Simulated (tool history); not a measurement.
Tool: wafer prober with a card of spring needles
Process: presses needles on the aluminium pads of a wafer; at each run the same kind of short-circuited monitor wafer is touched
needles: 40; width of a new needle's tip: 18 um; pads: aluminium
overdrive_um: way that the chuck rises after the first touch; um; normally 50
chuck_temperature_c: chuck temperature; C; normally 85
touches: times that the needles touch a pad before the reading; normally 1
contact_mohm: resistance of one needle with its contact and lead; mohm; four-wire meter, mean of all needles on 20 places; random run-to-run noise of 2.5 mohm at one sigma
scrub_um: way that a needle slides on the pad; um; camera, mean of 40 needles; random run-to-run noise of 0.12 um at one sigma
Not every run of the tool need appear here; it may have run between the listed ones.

{"run": 1, "hour": 0.0, "overdrive_um": 50, "chuck_temperature_c": 85, "touches": 1, "contact_mohm": 427, "scrub_um": 7.18}
{"hour": 1.0, "done": "tips cleaned on abrasive film"}
{"hour": 5.7, "done": "tips cleaned on abrasive film"}
{"hour": 10.5, "done": "tips cleaned on abrasive film"}
{"hour": 15.2, "done": "tips cleaned on abrasive film"}
{"hour": 19.9, "done": "tips cleaned on abrasive film"}
{"hour": 24.6, "done": "tips cleaned on abrasive film"}
{"hour": 29.3, "done": "tips cleaned on abrasive film"}
{"run": 2, "hour": 31.4, "overdrive_um": 50, "chuck_temperature_c": 85, "touches": 2, "contact_mohm": 352, "scrub_um": 6.97}
{"hour": 33.3, "done": "tips cleaned on abrasive film"}
{"hour": 38.1, "done": "tips cleaned on abrasive film"}
{"hour": 42.8, "done": "tips cleaned on abrasive film"}
{"hour": 47.5, "done": "tips cleaned on abrasive film"}
{"hour": 52.2, "done": "tips cleaned on abrasive film"}
{"hour": 56.9, "done": "tips cleaned on abrasive film"}
{"hour": 61.6, "done": "tips cleaned on abrasive film"}
{"run": 3, "hour": 63.7, "overdrive_um": 50, "chuck_temperature_c": 85, "touches": 2, "contact_mohm": 346, "scrub_um": 6.81}
{"hour": 65.7, "done": "tips cleaned on abrasive film"}
{"hour": 69.4, "done": "tips cleaned on abrasive film"}
{"hour": 74.2, "done": "tips cleaned on abrasive film"}
{"hour": 78.9, "done": "tips cleaned on abrasive film"}
{"hour": 83.6, "done": "tips cleaned on abrasive film"}
{"hour": 88.3, "done": "tips cleaned on abrasive film"}
{"hour": 93.0, "done": "tips cleaned on abrasive film"}
{"hour": 97.7, "done": "tips cleaned on abrasive film"}
{"hour": 102.5, "done": "tips cleaned on abrasive film"}
{"hour": 107.2, "done": "tips cleaned on abrasive film"}
{"hour": 111.9, "done": "tips cleaned on abrasive film"}
{"hour": 115.7, "done": "tips cleaned on abrasive film"}
{"hour": 120.4, "done": "tips cleaned on abrasive film"}
{"hour": 124.2, "done": "tips cleaned on abrasive film"}
{"run": 4, "hour": 124.2, "overdrive_um": 50, "chuck_temperature_c": 85, "touches": 1, "contact_mohm": 323, "scrub_um": 6.48}
{"hour": 128.9, "done": "tips cleaned on abrasive film"}
{"hour": 133.6, "done": "tips cleaned on abrasive film"}
{"hour": 137.4, "done": "tips cleaned on abrasive film"}
{"hour": 142.1, "done": "tips cleaned on abrasive film"}
{"hour": 146.9, "done": "tips cleaned on abrasive film"}
{"hour": 151.6, "done": "tips cleaned on abrasive film"}
{"hour": 155.4, "done": "tips cleaned on abrasive film"}
{"hour": 160.1, "done": "tips cleaned on abrasive film"}
{"hour": 164.8, "done": "tips cleaned on abrasive film"}
{"run": 5, "hour": 168.0, "overdrive_um": 50, "chuck_temperature_c": 85, "touches": 1, "contact_mohm": 470, "scrub_um": 6.38}
{"hour": 169.0, "done": "tips cleaned on abrasive film"}
{"hour": 173.7, "done": "tips cleaned on abrasive film"}
{"hour": 178.5, "done": "tips cleaned on abrasive film"}
{"hour": 182.3, "done": "tips cleaned on abrasive film"}
{"hour": 187.0, "done": "tips cleaned on abrasive film"}
{"hour": 190.8, "done": "tips cleaned on abrasive film"}
{"hour": 195.5, "done": "tips cleaned on abrasive film"}
{"hour": 199.3, "done": "tips cleaned on abrasive film"}
{"run": 6, "hour": 199.4, "overdrive_um": 50, "chuck_temperature_c": 85, "touches": 1, "contact_mohm": 334, "scrub_um": 6.05}
{"hour": 203.2, "done": "tips cleaned on abrasive film"}
{"hour": 207.9, "done": "tips cleaned on abrasive film"}
{"hour": 212.6, "done": "tips cleaned on abrasive film"}
{"hour": 216.4, "done": "tips cleaned on abrasive film"}
{"hour": 221.1, "done": "tips cleaned on abrasive film"}
{"hour": 224.9, "done": "tips cleaned on abrasive film"}
{"hour": 229.6, "done": "tips cleaned on abrasive film"}
{"hour": 234.4, "done": "tips cleaned on abrasive film"}
{"run": 7, "hour": 235.5, "overdrive_um": 50, "chuck_temperature_c": 85, "touches": 1, "contact_mohm": 383, "scrub_um": 6.08}
{"hour": 238.4, "done": "tips cleaned on abrasive film"}
{"hour": 243.1, "done": "tips cleaned on abrasive film"}
{"hour": 247.8, "done": "tips cleaned on abrasive film"}
{"hour": 252.5, "done": "tips cleaned on abrasive film"}
{"hour": 253.8, "done": "height of the first contact set anew"}
{"hour": 257.5, "done": "tips cleaned on abrasive film"}
{"hour": 262.3, "done": "tips cleaned on abrasive film"}
{"hour": 267.0, "done": "tips cleaned on abrasive film"}
{"hour": 271.7, "done": "tips cleaned on abrasive film"}
{"run": 8, "hour": 275.3, "overdrive_um": 50, "chuck_temperature_c": 85, "touches": 1, "contact_mohm": 415, "scrub_um": 7.84}
{"hour": 276.3, "done": "tips cleaned on abrasive film"}
{"hour": 281.1, "done": "tips cleaned on abrasive film"}
{"hour": 284.8, "done": "tips cleaned on abrasive film"}
{"hour": 289.6, "done": "tips cleaned on abrasive film"}
{"hour": 294.3, "done": "tips cleaned on abrasive film"}
{"hour": 298.1, "done": "tips cleaned on abrasive film"}
{"hour": 302.8, "done": "tips cleaned on abrasive film"}
{"hour": 307.5, "done": "tips cleaned on abrasive film"}
{"hour": 312.2, "done": "tips cleaned on abrasive film"}
{"hour": 316.0, "done": "tips cleaned on abrasive film"}
{"hour": 320.7, "done": "tips cleaned on abrasive film"}
{"hour": 325.4, "done": "tips cleaned on abrasive film"}
{"hour": 330.2, "done": "tips cleaned on abrasive film"}
{"hour": 334.9, "done": "tips cleaned on abrasive film"}
{"hour": 339.6, "done": "tips cleaned on abrasive film"}
{"hour": 343.7, "done": "tips cleaned on abrasive film"}
{"run": 9, "hour": 343.7, "overdrive_um": 50, "chuck_temperature_c": 85, "touches": 1, "contact_mohm": 308, "scrub_um": 7.78}
{"hour": 348.5, "done": "tips cleaned on abrasive film"}
{"hour": 353.2, "done": "tips cleaned on abrasive film"}
{"hour": 357.9, "done": "tips cleaned on abrasive film"}
{"hour": 362.6, "done": "tips cleaned on abrasive film"}
{"hour": 367.3, "done": "tips cleaned on abrasive film"}
{"hour": 371.1, "done": "tips cleaned on abrasive film"}
{"hour": 375.8, "done": "tips cleaned on abrasive film"}
{"run": 10, "hour": 378.2, "overdrive_um": 50, "chuck_temperature_c": 35, "touches": 2, "contact_mohm": 347, "scrub_um": 7.59}
{"hour": 380.1, "done": "tips cleaned on abrasive film"}
{"hour": 384.9, "done": "tips cleaned on abrasive film"}
{"hour": 388.7, "done": "tips cleaned on abrasive film"}
{"hour": 393.4, "done": "tips cleaned on abrasive film"}
{"hour": 398.1, "done": "tips cleaned on abrasive film"}
{"hour": 402.8, "done": "tips cleaned on abrasive film"}
{"hour": 407.5, "done": "tips cleaned on abrasive film"}
{"hour": 412.2, "done": "tips cleaned on abrasive film"}
{"hour": 416.9, "done": "tips cleaned on abrasive film"}
{"hour": 421.7, "done": "tips cleaned on abrasive film"}
{"hour": 426.4, "done": "tips cleaned on abrasive film"}
{"hour": 430.2, "done": "tips cleaned on abrasive film"}
{"hour": 434.4, "done": "tips cleaned on abrasive film"}
{"run": 11, "hour": 434.4, "overdrive_um": 50, "chuck_temperature_c": 85, "touches": 2, "contact_mohm": 315, "scrub_um": 7.18}
{"hour": 439.1, "done": "tips cleaned on abrasive film"}
{"hour": 443.8, "done": "tips cleaned on abrasive film"}
{"hour": 447.6, "done": "tips cleaned on abrasive film"}
{"hour": 452.3, "done": "tips cleaned on abrasive film"}
{"hour": 457.0, "done": "tips cleaned on abrasive film"}
{"hour": 461.7, "done": "tips cleaned on abrasive film"}
{"hour": 466.4, "done": "tips cleaned on abrasive film"}
{"run": 12, "hour": 466.4, "overdrive_um": 30, "chuck_temperature_c": 93, "touches": 2, "contact_mohm": 364, "scrub_um": 3.93}
{"hour": 471.1, "done": "tips cleaned on abrasive film"}
{"hour": 475.9, "done": "tips cleaned on abrasive film"}
{"hour": 480.6, "done": "tips cleaned on abrasive film"}
{"hour": 484.4, "done": "tips cleaned on abrasive film"}
{"hour": 489.1, "done": "tips cleaned on abrasive film"}
{"hour": 492.9, "done": "tips cleaned on abrasive film"}
{"hour": 497.6, "done": "tips cleaned on abrasive film"}
{"hour": 502.3, "done": "tips cleaned on abrasive film"}
{"hour": 507.0, "done": "tips cleaned on abrasive film"}
{"hour": 510.8, "done": "tips cleaned on abrasive film"}
{"hour": 515.5, "done": "tips cleaned on abrasive film"}
{"hour": 520.3, "done": "tips cleaned on abrasive film"}
{"hour": 524.0, "done": "tips cleaned on abrasive film"}
{"hour": 528.8, "done": "tips cleaned on abrasive film"}
{"run": 13, "hour": 530.3, "overdrive_um": 39, "chuck_temperature_c": 34, "touches": 2, "contact_mohm": 398, "scrub_um": 4.86}
{"hour": 533.1, "done": "tips cleaned on abrasive film"}
{"hour": 537.9, "done": "tips cleaned on abrasive film"}
{"hour": 542.6, "done": "tips cleaned on abrasive film"}
{"hour": 547.3, "done": "tips cleaned on abrasive film"}
{"hour": 552.0, "done": "tips cleaned on abrasive film"}
{"hour": 556.7, "done": "tips cleaned on abrasive film"}
{"hour": 561.4, "done": "tips cleaned on abrasive film"}
{"hour": 566.2, "done": "tips cleaned on abrasive film"}
{"run": 14, "hour": 569.1, "overdrive_um": 59, "chuck_temperature_c": 89, "touches": 1, "contact_mohm": 415, "scrub_um": 8.2}
{"hour": 570.1, "done": "tips cleaned on abrasive film"}
{"hour": 574.8, "done": "tips cleaned on abrasive film"}
{"hour": 579.5, "done": "tips cleaned on abrasive film"}
{"hour": 584.2, "done": "tips cleaned on abrasive film"}
{"hour": 588.9, "done": "tips cleaned on abrasive film"}
{"hour": 593.7, "done": "tips cleaned on abrasive film"}
{"hour": 598.4, "done": "tips cleaned on abrasive film"}
{"hour": 602.2, "done": "tips cleaned on abrasive film"}
{"hour": 606.9, "done": "tips cleaned on abrasive film"}
{"hour": 611.6, "done": "tips cleaned on abrasive film"}
{"hour": 616.3, "done": "tips cleaned on abrasive film"}
{"run": 15, "hour": 617.7, "overdrive_um": 48, "chuck_temperature_c": 116, "touches": 2, "contact_mohm": 382, "scrub_um": 6.33}
{"hour": 620.6, "done": "tips cleaned on abrasive film"}
{"hour": 624.4, "done": "tips cleaned on abrasive film"}
{"hour": 629.1, "done": "tips cleaned on abrasive film"}
{"hour": 632.9, "done": "tips cleaned on abrasive film"}
{"hour": 637.6, "done": "tips cleaned on abrasive film"}
{"hour": 642.3, "done": "tips cleaned on abrasive film"}
{"hour": 647.0, "done": "tips cleaned on abrasive film"}
{"hour": 650.8, "done": "tips cleaned on abrasive film"}
{"hour": 655.6, "done": "tips cleaned on abrasive film"}
{"run": 16, "hour": 658.8, "overdrive_um": 51, "chuck_temperature_c": 55, "touches": 1, "contact_mohm": 538, "scrub_um": 6.13}
{"hour": 659.8, "done": "tips cleaned on abrasive film"}
{"hour": 664.6, "done": "tips cleaned on abrasive film"}
{"hour": 669.3, "done": "tips cleaned on abrasive film"}
{"hour": 674.0, "done": "tips cleaned on abrasive film"}
{"hour": 678.7, "done": "tips cleaned on abrasive film"}
{"hour": 682.5, "done": "tips cleaned on abrasive film"}
{"hour": 687.2, "done": "tips cleaned on abrasive film"}
{"hour": 691.9, "done": "tips cleaned on abrasive film"}
{"hour": 696.6, "done": "tips cleaned on abrasive film"}
{"hour": 701.4, "done": "tips cleaned on abrasive film"}
{"hour": 706.1, "done": "tips cleaned on abrasive film"}
{"hour": 710.8, "done": "tips cleaned on abrasive film"}
{"run": 17, "hour": 711.1, "overdrive_um": 51, "chuck_temperature_c": 27, "touches": 1, "contact_mohm": 325, "scrub_um": 6.22}
{"hour": 714.9, "done": "tips cleaned on abrasive film"}
{"hour": 718.7, "done": "tips cleaned on abrasive film"}
{"hour": 723.4, "done": "tips cleaned on abrasive film"}
{"hour": 728.1, "done": "tips cleaned on abrasive film"}
{"hour": 729.3, "done": "height of the first contact set anew"}
{"hour": 733.1, "done": "tips cleaned on abrasive film"}
{"hour": 737.8, "done": "tips cleaned on abrasive film"}
{"hour": 741.6, "done": "tips cleaned on abrasive film"}
{"hour": 746.3, "done": "tips cleaned on abrasive film"}
{"hour": 751.1, "done": "tips cleaned on abrasive film"}
{"hour": 755.8, "done": "tips cleaned on abrasive film"}
{"hour": 760.5, "done": "tips cleaned on abrasive film"}
{"hour": 764.3, "done": "tips cleaned on abrasive film"}
{"hour": 769.0, "done": "tips cleaned on abrasive film"}
{"hour": 773.7, "done": "tips cleaned on abrasive film"}
{"hour": 778.4, "done": "tips cleaned on abrasive film"}
{"run": 18, "hour": 779.8, "overdrive_um": 31, "chuck_temperature_c": 51, "touches": 3, "contact_mohm": 390, "scrub_um": 4.67}

Consider 3 possible next runs. They are alternatives, not a sequence: every one starts from the tool as it was left by run 18. What does each give?
{"hour": 782.7, "done": "tips cleaned on abrasive film"}
{"hour": 787.4, "done": "tips cleaned on abrasive film"}
{"hour": 792.1, "done": "tips cleaned on abrasive film"}
{"hour": 796.8, "done": "tips cleaned on abrasive film"}
{"hour": 801.5, "done": "tips cleaned on abrasive film"}
{"hour": 806.2, "done": "tips cleaned on abrasive film"}
{"hour": 810.0, "done": "tips cleaned on abrasive film"}
{"hour": 814.8, "done": "tips cleaned on abrasive film"}
{"hour": 819.5, "done": "tips cleaned on abrasive film"}
{"hour": 824.2, "done": "tips cleaned on abrasive film"}
{"hour": 828.9, "done": "tips cleaned on abrasive film"}
{"hour": 833.6, "done": "tips cleaned on abrasive film"}
{"hour": 837.4, "done": "tips cleaned on abrasive film"}
{"hour": 842.1, "done": "tips cleaned on abrasive film"}
{"hour": 845.9, "done": "tips cleaned on abrasive film"}
{"hour": 850.6, "done": "tips cleaned on abrasive film"}
{"run": "A", "hour": 854.3, "overdrive_um": 33, "chuck_temperature_c": 58, "touches": 2, "contact_mohm": "?", "scrub_um": "?"}
{"hour": 782.7, "done": "tips cleaned on abrasive film"}
{"hour": 787.4, "done": "tips cleaned on abrasive film"}
{"hour": 792.1, "done": "tips cleaned on abrasive film"}
{"hour": 796.8, "done": "tips cleaned on abrasive film"}
{"hour": 801.5, "done": "tips cleaned on abrasive film"}
{"hour": 806.2, "done": "tips cleaned on abrasive film"}
{"hour": 810.0, "done": "tips cleaned on abrasive film"}
{"hour": 814.8, "done": "tips cleaned on abrasive film"}
{"hour": 819.5, "done": "tips cleaned on abrasive film"}
{"hour": 824.2, "done": "tips cleaned on abrasive film"}
{"hour": 828.9, "done": "tips cleaned on abrasive film"}
{"hour": 833.6, "done": "tips cleaned on abrasive film"}
{"hour": 837.4, "done": "tips cleaned on abrasive film"}
{"hour": 842.1, "done": "tips cleaned on abrasive film"}
{"hour": 845.9, "done": "tips cleaned on abrasive film"}
{"hour": 850.6, "done": "tips cleaned on abrasive film"}
{"run": "B", "hour": 854.3, "overdrive_um": 31, "chuck_temperature_c": 59, "touches": 3, "contact_mohm": "?", "scrub_um": "?"}
{"hour": 782.7, "done": "tips cleaned on abrasive film"}
{"hour": 787.4, "done": "tips cleaned on abrasive film"}
{"hour": 792.1, "done": "tips cleaned on abrasive film"}
{"hour": 796.8, "done": "tips cleaned on abrasive film"}
{"hour": 801.5, "done": "tips cleaned on abrasive film"}
{"hour": 806.2, "done": "tips cleaned on abrasive film"}
{"hour": 810.0, "done": "tips cleaned on abrasive film"}
{"hour": 814.8, "done": "tips cleaned on abrasive film"}
{"hour": 819.5, "done": "tips cleaned on abrasive film"}
{"hour": 824.2, "done": "tips cleaned on abrasive film"}
{"hour": 828.9, "done": "tips cleaned on abrasive film"}
{"hour": 833.6, "done": "tips cleaned on abrasive film"}
{"hour": 837.4, "done": "tips cleaned on abrasive film"}
{"hour": 842.1, "done": "tips cleaned on abrasive film"}
{"hour": 845.9, "done": "tips cleaned on abrasive film"}
{"hour": 850.6, "done": "tips cleaned on abrasive film"}
{"run": "C", "hour": 854.3, "overdrive_um": 32, "chuck_temperature_c": 124, "touches": 3, "contact_mohm": "?", "scrub_um": "?"}

run=A contact_mohm=585 scrub_um=4.85
run=B contact_mohm=516 scrub_um=4.38
run=C contact_mohm=511 scrub_um=4.54
Without the tool's hidden state the same runs would have given:
run=A contact_mohm=287 scrub_um=5.32
run=B contact_mohm=295 scrub_um=4.86
run=C contact_mohm=317 scrub_um=5.03
